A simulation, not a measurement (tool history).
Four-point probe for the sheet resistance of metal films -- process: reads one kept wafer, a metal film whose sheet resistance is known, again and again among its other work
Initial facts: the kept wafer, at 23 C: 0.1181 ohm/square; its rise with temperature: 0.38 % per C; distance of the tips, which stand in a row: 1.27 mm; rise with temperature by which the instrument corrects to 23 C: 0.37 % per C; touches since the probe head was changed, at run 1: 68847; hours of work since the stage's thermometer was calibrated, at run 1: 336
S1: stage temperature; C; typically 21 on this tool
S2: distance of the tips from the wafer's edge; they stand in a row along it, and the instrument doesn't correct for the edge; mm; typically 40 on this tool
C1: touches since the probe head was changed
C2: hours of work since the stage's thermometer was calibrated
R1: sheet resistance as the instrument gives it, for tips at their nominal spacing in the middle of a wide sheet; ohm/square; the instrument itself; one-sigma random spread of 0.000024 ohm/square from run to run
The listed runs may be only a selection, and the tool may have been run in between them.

run    hour  S1  S2     C1   C2        R1
  1       0  21  40  68847  336  0.119201
  2    23.6  18  40  69836  347  0.119204
  3      40  18  40  70520  355  0.119163
       67.6  -- new probe head fitted
  4    71.2  21  12    152  369   0.11828
  5    93.2  21  12   1074  379  0.118285
  6     118  21  12   2109  391  0.118286
  7   136.4  21  12   2879  400  0.118282
  8     151  21  42   3489  407  0.117659
  9   172.6  21  64   4393  417  0.117683
 10   198.5  21  64   5477  429  0.117694
 11     231  21  64   6837  444  0.117709
 12     263  21  64   8174  459  0.117707
 13     295  21  40   9513  475  0.117794
 14   319.4  21  40  10531  486  0.117853
 15     347  21  40  11688  499   0.11787
 16   370.4  21  66  12663  510  0.117822
 17   383.9  21  31  13229  516  0.117941
 18   415.3  21  31  14544  531  0.117968
 19   431.5  21  31  15218  539  0.117979
 20   462.1  33  40  16500  553  0.118032
 21   478.6  33  18  17187  561   0.11825
 22   496.6  33   7  17941  570  0.120017
 23   513.9  20  69  18664  578  0.117954
 24   532.3  20  69  19433  586   0.11797
 25   563.7  30  39  20747  601   0.11808
 26   594.4  25  60  22033  616  0.118038
      596.6  -- stage's thermometer calibrated
 27   616.8  26  24  22948   10  0.118274
 28   630.5  19  73  23522   16  0.118071
 29   658.2  19  73  24680   29  0.118133
 30   684.9  19  73  25794   42  0.118105
 31   710.5  23  33  26865   54   0.11825
      725.8  -- stage's thermometer calibrated, once more
 32     737  28  60  27952    5  0.118063
 33   761.7  30  67  28986   17  0.118064
 34   786.2  21  12  30010   29  0.118761
 35   814.5  21  12  31196   42  0.118761
 36   840.8  21  18  32294   54  0.118463
 37   861.2  21  18  33145   64  0.118465
 38   877.5  26  31  33830   72  0.118279
 39   894.6  30   5  34543   80   0.12215
 40   911.3  21   9  35242   88   0.11945
 41   925.6  21   9  35839   94  0.119438
 42   944.9  19   9  36648  103  0.119457
 43   975.6  19   9  37933  118  0.119416
 44  1005.7  19   9  39190  132   0.11949

3 ways to go on from here, each from the tool as it stands after run 44. What would each give?
  A  1020.4  21  21  39805  139   ?
  B  1020.4  18  12  39805  139   ?
  C  1020.4  21  37  39805  139   ?

run        R1
  A  0.118503
  B  0.118946
  C  0.118339
What these runs would have given with no unlogged condition in the tool:
run        R1
  A  0.118333
  B  0.118774
  C  0.118169
